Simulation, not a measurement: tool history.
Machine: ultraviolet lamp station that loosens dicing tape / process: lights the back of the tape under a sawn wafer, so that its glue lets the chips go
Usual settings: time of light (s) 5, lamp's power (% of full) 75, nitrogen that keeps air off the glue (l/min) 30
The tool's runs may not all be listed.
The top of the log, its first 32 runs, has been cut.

run	hour	time of light (s)	lamp's power (% of full)	nitrogen that keeps air off the glue (l/min)	force that peels the tape off (N)	light that reached the tape (mJ/cm²)
33	518.1	2	92	48	1.291	210
34	536.1	3	79	44	0.856	265
35	554.5	3	75	18	1.781	248
36	572.5	5	70	30	0.533	385
37	582.5	5	70	30	0.532	382
38	595.9	10	84	41	0.164	914
39	616.9	3	75	30	1.348	243
40	638.4	5	88	13	0.742	465
41	657.8	3	88	13	1.856	284
42	675.6	2	70	17	3.394	148
43	688.6	2	83	17	2.896	173
44	709.5	6	83	42	0.234	516

3 ways to go on from here, each from the tool as it stands after run 44. What would each give?
A	722.2	3	60	26	?	?
B	722.2	5	97	30	?	?
C	722.2	4	80	58	?	?

run	force that peels the tape off (N)	light that reached the tape (mJ/cm²)
A	2.148	187
B	0.303	503
C	0.44	331
Without the tool's hidden state the same runs would have given:
run	force that peels the tape off (N)	light that reached the tape (mJ/cm²)
A	1.303	260
B	0.191	700
C	0.237	461

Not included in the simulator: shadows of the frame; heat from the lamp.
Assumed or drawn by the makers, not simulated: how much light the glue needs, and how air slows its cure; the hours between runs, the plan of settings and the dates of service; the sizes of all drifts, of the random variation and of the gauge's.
